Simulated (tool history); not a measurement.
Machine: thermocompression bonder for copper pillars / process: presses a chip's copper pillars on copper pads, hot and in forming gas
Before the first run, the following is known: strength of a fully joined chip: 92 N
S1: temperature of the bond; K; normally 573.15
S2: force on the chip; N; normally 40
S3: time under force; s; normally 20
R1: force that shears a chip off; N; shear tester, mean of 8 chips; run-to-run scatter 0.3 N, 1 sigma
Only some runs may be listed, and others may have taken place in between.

{"run": 1, "hour": 0.0, "S1": 573.15, "S2": 40, "S3": 20, "R1": 43.0}
{"run": 2, "hour": 36.0, "S1": 573.15, "S2": 40, "S3": 20, "R1": 42.7}
{"run": 3, "hour": 75.8, "S1": 573.15, "S2": 43, "S3": 20, "R1": 44.3}
{"hour": 92.4, "done": "forming gas filter changed"}
{"run": 4, "hour": 150.0, "S1": 573.15, "S2": 43, "S3": 20, "R1": 45.2}
{"run": 5, "hour": 221.3, "S1": 573.15, "S2": 30, "S3": 20, "R1": 32.9}
{"hour": 243.1, "done": "forming gas filter changed"}
{"run": 6, "hour": 269.0, "S1": 573.15, "S2": 30, "S3": 20, "R1": 33.3}
{"hour": 291.7, "done": "heater calibrated with a thermocouple chip"}
{"run": 7, "hour": 308.5, "S1": 573.15, "S2": 30, "S3": 20, "R1": 33.1}
{"run": 8, "hour": 376.0, "S1": 573.15, "S2": 40, "S3": 20, "R1": 41.0}
{"hour": 394.8, "done": "forming gas filter changed"}
{"run": 9, "hour": 410.2, "S1": 573.15, "S2": 40, "S3": 20, "R1": 41.4}
{"run": 10, "hour": 449.8, "S1": 573.15, "S2": 40, "S3": 20, "R1": 41.8}
{"run": 11, "hour": 512.4, "S1": 573.15, "S2": 40, "S3": 20, "R1": 40.4}
{"hour": 545.4, "done": "forming gas filter changed"}
{"run": 12, "hour": 547.6, "S1": 573.15, "S2": 40, "S3": 20, "R1": 42.0}
{"run": 13, "hour": 593.8, "S1": 573.15, "S2": 40, "S3": 20, "R1": 41.3}
{"run": 14, "hour": 663.8, "S1": 573.15, "S2": 40, "S3": 20, "R1": 39.3}
{"hour": 674.0, "done": "heater calibrated with a thermocouple chip, once more"}
{"hour": 694.4, "done": "forming gas filter changed"}
{"run": 15, "hour": 737.5, "S1": 573.15, "S2": 40, "S3": 20, "R1": 46.1}
{"run": 16, "hour": 784.4, "S1": 573.15, "S2": 40, "S3": 20, "R1": 44.9}
{"hour": 844.2, "done": "forming gas filter changed"}
{"run": 17, "hour": 853.3, "S1": 573.15, "S2": 40, "S3": 20, "R1": 46.1}
{"run": 18, "hour": 915.6, "S1": 574.15, "S2": 40, "S3": 20, "R1": 45.8}
{"hour": 990.1, "done": "forming gas filter changed"}
{"run": 19, "hour": 990.1, "S1": 574.15, "S2": 40, "S3": 20, "R1": 45.9}
{"run": 20, "hour": 1053.5, "S1": 573.15, "S2": 32, "S3": 20, "R1": 37.7}
{"run": 21, "hour": 1101.2, "S1": 590.15, "S2": 36, "S3": 15, "R1": 44.2}
{"hour": 1136.3, "done": "forming gas filter changed"}
{"run": 22, "hour": 1156.0, "S1": 590.15, "S2": 36, "S3": 15, "R1": 44.3}
{"run": 23, "hour": 1228.4, "S1": 563.15, "S2": 49, "S3": 40, "R1": 57.3}
{"hour": 1286.9, "done": "forming gas filter changed"}
{"run": 24, "hour": 1299.5, "S1": 573.15, "S2": 24, "S3": 58, "R1": 44.7}
{"run": 25, "hour": 1363.8, "S1": 573.15, "S2": 40, "S3": 17, "R1": 40.8}
{"run": 26, "hour": 1430.4, "S1": 565.15, "S2": 40, "S3": 17, "R1": 36.8}
{"hour": 1437.9, "done": "forming gas filter changed"}
{"hour": 1496.9, "done": "force cell calibrated"}
{"run": 27, "hour": 1503.3, "S1": 554.15, "S2": 27, "S3": 27, "R1": 29.5}
{"run": 28, "hour": 1565.4, "S1": 587.15, "S2": 37, "S3": 20, "R1": 47.9}
{"hour": 1587.8, "done": "forming gas filter changed"}
{"run": 29, "hour": 1622.8, "S1": 593.15, "S2": 51, "S3": 34, "R1": 71.4}
{"run": 30, "hour": 1668.5, "S1": 599.15, "S2": 37, "S3": 50, "R1": 68.7}
{"run": 31, "hour": 1717.9, "S1": 581.15, "S2": 32, "S3": 28, "R1": 45.0}
{"hour": 1738.1, "done": "forming gas filter changed"}
{"run": 32, "hour": 1788.1, "S1": 573.15, "S2": 30, "S3": 13, "R1": 30.0}
{"run": 33, "hour": 1862.3, "S1": 573.15, "S2": 39, "S3": 13, "R1": 36.0}
{"hour": 1886.9, "done": "forming gas filter changed"}
{"run": 34, "hour": 1905.2, "S1": 573.15, "S2": 39, "S3": 13, "R1": 36.6}
{"run": 35, "hour": 1975.9, "S1": 589.15, "S2": 43, "S3": 51, "R1": 68.0}
{"hour": 2038.4, "done": "forming gas filter changed"}
{"run": 36, "hour": 2044.8, "S1": 569.15, "S2": 25, "S3": 16, "R1": 25.9}
{"run": 37, "hour": 2091.5, "S1": 573.15, "S2": 45, "S3": 14, "R1": 41.2}
{"hour": 2144.6, "done": "heater calibrated with a thermocouple chip"}
{"run": 38, "hour": 2161.0, "S1": 561.15, "S2": 36, "S3": 20, "R1": 36.1}
{"hour": 2187.7, "done": "forming gas filter changed"}
{"run": 39, "hour": 2194.9, "S1": 561.15, "S2": 36, "S3": 20, "R1": 37.3}

Consider 3 possible next runs. They are alternatives, not a sequence: every one starts from the tool as it was left by run 39. What does each give?
{"run": "A", "hour": 2267.2, "S1": 573.15, "S2": 40, "S3": 35, "R1": "?"}
{"run": "B", "hour": 2267.2, "S1": 566.15, "S2": 33, "S3": 26, "R1": "?"}
{"run": "C", "hour": 2267.2, "S1": 561.15, "S2": 51, "S3": 52, "R1": "?"}

run=A R1=53.5
run=B R1=39.4
run=C R1=62.6
What these runs would have given with no unlogged condition in the tool:
run=A R1=55.9
run=B R1=41.3
run=C R1=65.2

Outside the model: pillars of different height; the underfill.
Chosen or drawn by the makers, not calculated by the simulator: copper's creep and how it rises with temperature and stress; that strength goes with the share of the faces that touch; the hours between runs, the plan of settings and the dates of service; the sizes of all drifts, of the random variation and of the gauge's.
